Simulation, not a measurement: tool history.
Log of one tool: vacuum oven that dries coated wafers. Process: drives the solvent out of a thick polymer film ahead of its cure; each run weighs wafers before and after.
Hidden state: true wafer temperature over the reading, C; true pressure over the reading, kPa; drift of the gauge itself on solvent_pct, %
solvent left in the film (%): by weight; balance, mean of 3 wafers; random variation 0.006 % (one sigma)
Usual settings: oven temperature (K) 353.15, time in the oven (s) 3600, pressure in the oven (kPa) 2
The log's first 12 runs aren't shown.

run,hour,oven temperature (K),time in the oven (s),pressure in the oven (kPa),hours of work since the thermocouples were calibrated,hours of work since the vacuum gauge was cleaned of residue,solvent left in the film (%)
13,777.7,365.15,3600,2,611,1334,0.7
14,840.8,365.15,3600,2,661,1385,0.713
15,937.3,366.15,3600,2,737,1461,0.658
# hour 981.6: vacuum gauge cleaned of residue and calibrated
16,1026.1,353.15,4500,2,807,35,1.575
17,1114,354.15,3300,4.6,877,105,3.265
18,1178.9,354.15,3300,4.6,928,157,3.276
19,1274,351.15,2760,3.6,1004,232,4.362
20,1370.7,353.15,2280,5.12,1081,309,5.184
21,1418.1,360.15,3600,2,1118,347,1.091
# hour 1441.8: oven's thermocouples calibrated
22,1476.2,344.15,3600,2,27,392,4.608
23,1553,344.15,3600,2,88,453,4.603
24,1629.6,362.15,3480,2,149,513,0.951
25,1697.1,338.15,6180,2,203,567,4.039
26,1756.8,353.15,3600,1.04,250,615,1.756
27,1806.4,354.15,3600,6.88,290,654,3.94
28,1903.2,354.15,3600,6.88,367,731,3.942
29,2001.1,365.15,2400,6.73,445,809,2.517
30,2057.3,365.15,5640,5.21,489,853,1.482

Forecast each of these 3 alternatives for the next run:
A,2100.5,353.15,5640,5.21,524,888,?
B,2100.5,347.15,3600,2.73,524,888,?
C,2100.5,350.15,5640,5.21,524,888,?

run,solvent left in the film (%)
A,2.603
B,4.022
C,3.144
Without the tool's hidden state the same runs would have given:
run,solvent left in the film (%)
A,2.601
B,4.018
C,3.141
